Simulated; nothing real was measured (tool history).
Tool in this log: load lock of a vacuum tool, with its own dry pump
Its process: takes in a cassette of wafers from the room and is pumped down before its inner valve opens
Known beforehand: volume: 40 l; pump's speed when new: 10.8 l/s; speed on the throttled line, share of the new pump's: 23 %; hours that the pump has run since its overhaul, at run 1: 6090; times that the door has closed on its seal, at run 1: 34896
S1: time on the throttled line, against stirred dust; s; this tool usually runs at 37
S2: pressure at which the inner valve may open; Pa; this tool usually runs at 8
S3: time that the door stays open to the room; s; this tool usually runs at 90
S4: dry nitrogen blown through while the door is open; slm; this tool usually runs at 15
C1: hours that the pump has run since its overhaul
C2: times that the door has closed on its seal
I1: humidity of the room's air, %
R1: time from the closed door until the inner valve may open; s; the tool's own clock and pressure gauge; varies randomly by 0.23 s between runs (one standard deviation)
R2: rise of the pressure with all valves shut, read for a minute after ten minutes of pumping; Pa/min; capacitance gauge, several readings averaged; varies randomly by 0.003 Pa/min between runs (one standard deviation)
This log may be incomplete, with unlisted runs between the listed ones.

run 1 hour=0 | S1=37 S2=8 S3=90 S4=15 | C1=6090 C2=34896 | I1=43.5 | R1=64.6 R2=0.099
run 2 hour=261.7 | S1=37 S2=8 S3=90 S4=15 | C1=6352 C2=35560 | I1=47 | R1=64.7 R2=0.107
run 3 hour=514 | S1=37 S2=12 S3=90 S4=15 | C1=6604 C2=36199 | I1=44.8 | R1=62.9 R2=0.106
run 4 hour=873.3 | S1=37 S2=12 S3=90 S4=15 | C1=6964 C2=37110 | I1=44.2 | R1=63.2 R2=0.109
run 5 hour=1068.2 | S1=37 S2=9 S3=90 S4=15 | C1=7158 C2=37604 | I1=43.1 | R1=64.3 R2=0.107
run 6 hour=1279.6 | S1=37 S2=9 S3=90 S4=15 | C1=7370 C2=38141 | I1=46.5 | R1=64.4 R2=0.114
run 7 hour=1554 | S1=37 S2=9 S3=90 S4=15 | C1=7644 C2=38836 | I1=43.1 | R1=64.5 R2=0.109
run 8 hour=1936.4 | S1=37 S2=8 S3=90 S4=15 | C1=8027 C2=39806 | I1=47 | R1=65 R2=0.113
run 9 hour=2258.1 | S1=37 S2=8 S3=90 S4=15 | C1=8348 C2=40622 | I1=45.1 | R1=65 R2=0.113
run 10 hour=2602.8 | S1=37 S2=8 S3=90 S4=15 | C1=8693 C2=41496 | I1=47.3 | R1=64.9 R2=0.121
run 11 hour=2886.4 | S1=37 S2=8 S3=90 S4=15 | C1=8977 C2=42215 | I1=43.6 | R1=64.8 R2=0.117
run 12 hour=3172.1 | S1=20 S2=6 S3=90 S4=39 | C1=9262 C2=42939 | I1=44.6 | R1=53.6 R2=0.103

Expected results for the next run?
run 13 hour=3361.6 | S1=30 S2=8 S3=90 S4=37 | C1=9452 C2=43420 | I1=46.5 | R1=? R2=?

For run 13 the tool returned R1 59.8 s, R2 0.107 Pa/min.
Minus the tool's unlogged condition, the same run would have read R1 58.3 s, R2 0.026 Pa/min.
